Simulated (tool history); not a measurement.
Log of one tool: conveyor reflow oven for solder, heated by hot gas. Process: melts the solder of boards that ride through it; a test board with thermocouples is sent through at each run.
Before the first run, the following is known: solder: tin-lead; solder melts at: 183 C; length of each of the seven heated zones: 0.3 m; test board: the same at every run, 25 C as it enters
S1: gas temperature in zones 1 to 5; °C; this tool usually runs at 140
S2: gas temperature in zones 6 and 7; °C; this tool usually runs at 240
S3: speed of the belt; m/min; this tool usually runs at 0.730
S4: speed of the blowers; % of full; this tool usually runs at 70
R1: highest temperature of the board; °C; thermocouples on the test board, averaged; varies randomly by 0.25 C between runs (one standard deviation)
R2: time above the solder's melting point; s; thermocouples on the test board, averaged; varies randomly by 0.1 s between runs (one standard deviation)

{"run": 1, "hour": 0.0, "S1": 140, "S2": 240, "S3": 0.73, "S4": 70, "R1": 225.4, "R2": 41.2}
{"run": 2, "hour": 6.9, "S1": 140, "S2": 240, "S3": 0.73, "S4": 70, "R1": 224.8, "R2": 41.2}
{"run": 3, "hour": 22.4, "S1": 140, "S2": 237, "S3": 0.73, "S4": 70, "R1": 222.4, "R2": 40.2}
{"run": 4, "hour": 32.7, "S1": 140, "S2": 237, "S3": 0.73, "S4": 70, "R1": 222.5, "R2": 40.1}
{"run": 5, "hour": 46.8, "S1": 147, "S2": 240, "S3": 0.73, "S4": 70, "R1": 226.5, "R2": 43.3}
{"run": 6, "hour": 62.0, "S1": 147, "S2": 240, "S3": 0.73, "S4": 70, "R1": 226.3, "R2": 43.1}
{"run": 7, "hour": 73.9, "S1": 140, "S2": 240, "S3": 0.73, "S4": 70, "R1": 224.9, "R2": 41.0}
{"run": 8, "hour": 83.7, "S1": 140, "S2": 240, "S3": 0.73, "S4": 70, "R1": 224.7, "R2": 41.1}
{"hour": 88.5, "done": "belt drive overhauled, speed set with a stopwatch"}
{"run": 9, "hour": 99.8, "S1": 140, "S2": 240, "S3": 0.73, "S4": 70, "R1": 224.9, "R2": 41.3}
{"run": 10, "hour": 113.3, "S1": 140, "S2": 240, "S3": 0.73, "S4": 70, "R1": 225.4, "R2": 41.2}
{"run": 11, "hour": 119.8, "S1": 140, "S2": 240, "S3": 0.73, "S4": 70, "R1": 225.0, "R2": 41.2}
{"run": 12, "hour": 132.9, "S1": 140, "S2": 240, "S3": 0.692, "S4": 70, "R1": 226.4, "R2": 44.4}
{"hour": 144.7, "done": "belt drive overhauled, speed set with a stopwatch, once more"}
{"run": 13, "hour": 145.0, "S1": 140, "S2": 240, "S3": 0.692, "S4": 70, "R1": 226.4, "R2": 43.9}
{"run": 14, "hour": 152.6, "S1": 140, "S2": 240, "S3": 0.73, "S4": 54, "R1": 220.6, "R2": 38.3}
{"run": 15, "hour": 160.5, "S1": 140, "S2": 240, "S3": 0.73, "S4": 54, "R1": 219.9, "R2": 38.4}
{"run": 16, "hour": 168.2, "S1": 140, "S2": 240, "S3": 0.73, "S4": 54, "R1": 219.4, "R2": 38.3}
{"run": 17, "hour": 176.2, "S1": 140, "S2": 240, "S3": 0.73, "S4": 54, "R1": 220.0, "R2": 38.5}
{"run": 18, "hour": 187.7, "S1": 134, "S2": 240, "S3": 0.73, "S4": 54, "R1": 218.7, "R2": 36.2}
{"run": 19, "hour": 201.0, "S1": 126, "S2": 240, "S3": 0.73, "S4": 56, "R1": 217.5, "R2": 34.3}
{"run": 20, "hour": 216.4, "S1": 146, "S2": 243, "S3": 0.796, "S4": 56, "R1": 221.2, "R2": 36.8}
{"run": 21, "hour": 227.7, "S1": 146, "S2": 243, "S3": 0.796, "S4": 56, "R1": 221.3, "R2": 36.9}
{"run": 22, "hour": 235.6, "S1": 146, "S2": 243, "S3": 0.796, "S4": 56, "R1": 221.0, "R2": 36.8}
{"run": 23, "hour": 247.0, "S1": 146, "S2": 243, "S3": 0.796, "S4": 56, "R1": 221.1, "R2": 36.8}
{"run": 24, "hour": 260.7, "S1": 141, "S2": 237, "S3": 0.73, "S4": 70, "R1": 222.2, "R2": 39.9}
{"run": 25, "hour": 276.3, "S1": 147, "S2": 253, "S3": 0.63, "S4": 50, "R1": 237.3, "R2": 54.2}
{"run": 26, "hour": 289.1, "S1": 147, "S2": 253, "S3": 0.769, "S4": 88, "R1": 239.5, "R2": 44.9}
{"run": 27, "hour": 296.8, "S1": 147, "S2": 253, "S3": 0.769, "S4": 88, "R1": 239.3, "R2": 44.8}
{"run": 28, "hour": 311.2, "S1": 147, "S2": 253, "S3": 0.769, "S4": 88, "R1": 239.3, "R2": 44.8}
{"run": 29, "hour": 318.3, "S1": 135, "S2": 240, "S3": 0.771, "S4": 70, "R1": 222.2, "R2": 36.2}
{"run": 30, "hour": 328.6, "S1": 126, "S2": 240, "S3": 0.771, "S4": 68, "R1": 219.5, "R2": 33.2}
{"run": 31, "hour": 343.6, "S1": 133, "S2": 240, "S3": 0.771, "S4": 61, "R1": 218.9, "R2": 34.2}

How would selected steps in R1 from run to run divide? Give the signed amount a tool lacking its hidden state would still show from settings, what came in and random variation, and the signed amount left for the hidden state, including any gauge scatter that is not in both of the compared results.
The hidden state here: heat that the gas passes to the board, % of a clean oven's; belt's true speed, % of the reading; true gas temperature in zones 6 and 7 over the reading, C; drift of the gauge itself on peak_c, C; drift of the gauge itself on liquid_s, %.
Run 12 -> 13: belt drive overhauled, speed set with a stopwatch, once more. R1 +0.0 °C: hidden state -0.2, all else +0.2.
Run 13 -> 14: S3 0.692 -> 0.730, S4 70 -> 54. R1 -5.8 °C: hidden state +0.0, all else -5.8.
Run 24 -> 25: S1 141 -> 147, S2 237 -> 253, S3 0.730 -> 0.630, S4 70 -> 50. R1 +15.1 °C: hidden state +0.3, all else +14.8.
Run 25 -> 26: S3 0.630 -> 0.769, S4 50 -> 88. R1 +2.2 °C: hidden state -0.5, all else +2.7.
Run 28 -> 29: S1 147 -> 135, S2 253 -> 240, S3 0.769 -> 0.771, S4 88 -> 70. R1 -17.1 °C: hidden state +0.0, all else -17.1.
